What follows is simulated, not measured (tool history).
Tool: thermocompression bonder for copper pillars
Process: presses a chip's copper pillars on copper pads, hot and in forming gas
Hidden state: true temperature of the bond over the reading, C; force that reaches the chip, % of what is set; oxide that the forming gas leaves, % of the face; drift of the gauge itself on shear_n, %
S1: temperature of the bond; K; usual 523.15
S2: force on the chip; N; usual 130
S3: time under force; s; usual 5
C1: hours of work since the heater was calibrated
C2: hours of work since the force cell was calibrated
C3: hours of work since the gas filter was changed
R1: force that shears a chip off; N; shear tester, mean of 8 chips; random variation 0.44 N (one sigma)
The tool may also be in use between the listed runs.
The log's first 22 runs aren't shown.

Run 23, hour 202.9: usual settings but S1 515.15 K, S2 132 N; C1 25; C2 382; C3 165. Result: R1 30.9 N.
Run 24, hour 211.0: usual settings but S1 542.15 K, S3 3 s; C1 28; C2 385; C3 168. Result: R1 34.8 N.
Run 25, hour 218.7: usual settings but S1 542.15 K, S3 3 s; C1 31; C2 388; C3 171. Result: R1 35.4 N.
Run 26, hour 231.9: usual settings but S1 542.15 K, S3 3 s; C1 37; C2 394; C3 177. Result: R1 35.8 N.
Run 27, hour 241.2: usual settings but S2 154 N, S3 4 s; C1 41; C2 398; C3 180. Result: R1 36.3 N.
Run 28, hour 247.8: usual settings but S1 516.15 K, S2 154 N, S3 10 s; C1 43; C2 400; C3 183. Result: R1 43.8 N.
Run 29, hour 255.1: usual settings but S1 516.15 K, S2 155 N, S3 4 s; C1 46; C2 403; C3 186. Result: R1 32.6 N.
Run 30, hour 261.7: usual settings but S2 80 N, S3 3 s; C1 49; C2 406; C3 189. Result: R1 16.9 N.
Run 31, hour 267.9: usual settings but S2 171 N, S3 3 s; C1 52; C2 409; C3 192. Result: R1 35.0 N.
Run 32, hour 275.3: usual settings but S1 493.15 K, S2 140 N, S3 4 s; C1 55; C2 412; C3 195. Result: R1 20.2 N.

The next listed run, before its measurement:
Run 33, hour 284.7: usual settings but S1 493.15 K, S2 140 N, S3 4 s; C1 59; C2 416; C3 198. Result: R1 ?.

Run 33 gave R1 20.3 N.
Without the tool's hidden state the same run would have given R1 21.4 N.
